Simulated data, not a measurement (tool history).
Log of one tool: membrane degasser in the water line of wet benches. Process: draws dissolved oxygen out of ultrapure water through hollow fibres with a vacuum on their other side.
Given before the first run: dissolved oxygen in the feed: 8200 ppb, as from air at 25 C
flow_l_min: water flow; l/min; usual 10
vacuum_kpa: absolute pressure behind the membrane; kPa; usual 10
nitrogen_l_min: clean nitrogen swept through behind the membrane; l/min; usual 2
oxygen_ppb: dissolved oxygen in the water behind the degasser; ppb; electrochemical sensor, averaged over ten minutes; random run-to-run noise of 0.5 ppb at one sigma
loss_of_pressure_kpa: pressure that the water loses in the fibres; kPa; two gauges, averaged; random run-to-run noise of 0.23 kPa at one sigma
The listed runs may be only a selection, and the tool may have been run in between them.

run 1 hour=0 | flow_l_min=10 vacuum_kpa=10 nitrogen_l_min=2 | oxygen_ppb=89.4 loss_of_pressure_kpa=60.01
run 2 hour=63.5 | flow_l_min=13 vacuum_kpa=10 nitrogen_l_min=2 | oxygen_ppb=123.4 loss_of_pressure_kpa=78.22
run 3 hour=129.4 | flow_l_min=13 vacuum_kpa=10 nitrogen_l_min=2 | oxygen_ppb=123.6 loss_of_pressure_kpa=78.11
run 4 hour=163 | flow_l_min=13 vacuum_kpa=10 nitrogen_l_min=2 | oxygen_ppb=124.1 loss_of_pressure_kpa=77.89
run 5 hour=221.1 | flow_l_min=10 vacuum_kpa=10 nitrogen_l_min=5.55 | oxygen_ppb=34.6 loss_of_pressure_kpa=59.78
run 6 hour=268.9 | flow_l_min=10 vacuum_kpa=10 nitrogen_l_min=5.55 | oxygen_ppb=34.8 loss_of_pressure_kpa=60.21
run 7 hour=316.3 | flow_l_min=10 vacuum_kpa=10 nitrogen_l_min=2 | oxygen_ppb=89.9 loss_of_pressure_kpa=60.11
run 8 hour=368.8 | flow_l_min=10 vacuum_kpa=10 nitrogen_l_min=2 | oxygen_ppb=88 loss_of_pressure_kpa=60.05
run 9 hour=429.8 | flow_l_min=10 vacuum_kpa=10 nitrogen_l_min=2 | oxygen_ppb=90.1 loss_of_pressure_kpa=59.87
run 10 hour=481.4 | flow_l_min=10 vacuum_kpa=10 nitrogen_l_min=2 | oxygen_ppb=90.2 loss_of_pressure_kpa=59.99
run 11 hour=525.2 | flow_l_min=10 vacuum_kpa=10 nitrogen_l_min=2 | oxygen_ppb=90.7 loss_of_pressure_kpa=60.31
run 12 hour=560.5 | flow_l_min=13 vacuum_kpa=10 nitrogen_l_min=2 | oxygen_ppb=124.3 loss_of_pressure_kpa=78.56
run 13 hour=616.5 | flow_l_min=10 vacuum_kpa=10 nitrogen_l_min=2 | oxygen_ppb=89.9 loss_of_pressure_kpa=60.12
run 14 hour=664.7 | flow_l_min=10 vacuum_kpa=10 nitrogen_l_min=1.51 | oxygen_ppb=118 loss_of_pressure_kpa=60.54
run 15 hour=728.4 | flow_l_min=10 vacuum_kpa=10 nitrogen_l_min=1.51 | oxygen_ppb=117.7 loss_of_pressure_kpa=60.11
run 16 hour=783.4 | flow_l_min=11 vacuum_kpa=21.8 nitrogen_l_min=4.92 | oxygen_ppb=112 loss_of_pressure_kpa=66.12
run 17 hour=837 | flow_l_min=11 vacuum_kpa=21.8 nitrogen_l_min=4.92 | oxygen_ppb=113.5 loss_of_pressure_kpa=66.29
run 18 hour=902.2 | flow_l_min=11 vacuum_kpa=21.8 nitrogen_l_min=4.92 | oxygen_ppb=113.1 loss_of_pressure_kpa=66.4
run 19 hour=956.7 | flow_l_min=10 vacuum_kpa=20.3 nitrogen_l_min=1.15 | oxygen_ppb=361.6 loss_of_pressure_kpa=60.08
run 20 hour=1002.3 | flow_l_min=16 vacuum_kpa=12.2 nitrogen_l_min=3.78 | oxygen_ppb=138.1 loss_of_pressure_kpa=96.26
run 21 hour=1060.8 | flow_l_min=16 vacuum_kpa=10.3 nitrogen_l_min=4.77 | oxygen_ppb=103.7 loss_of_pressure_kpa=95.55
run 22 hour=1128.6 | flow_l_min=6 vacuum_kpa=14.1 nitrogen_l_min=1.68 | oxygen_ppb=105 loss_of_pressure_kpa=36.15
run 23 hour=1180.6 | flow_l_min=15 vacuum_kpa=12.9 nitrogen_l_min=5.86 | oxygen_ppb=95.1 loss_of_pressure_kpa=90.44
run 24 hour=1209 | flow_l_min=10 vacuum_kpa=17.5 nitrogen_l_min=1.74 | oxygen_ppb=211 loss_of_pressure_kpa=60.3

Forecast run 25:
run 25 hour=1255.8 | flow_l_min=13 vacuum_kpa=8.9 nitrogen_l_min=2.4 | oxygen_ppb=? loss_of_pressure_kpa=?

Run 25 produced oxygen_ppb 93.6 ppb, loss_of_pressure_kpa 78.19 kPa.
If the tool had no hidden condition, the same run with the same run-to-run variation would have returned oxygen_ppb 88.1 ppb, loss_of_pressure_kpa 77.22 kPa.
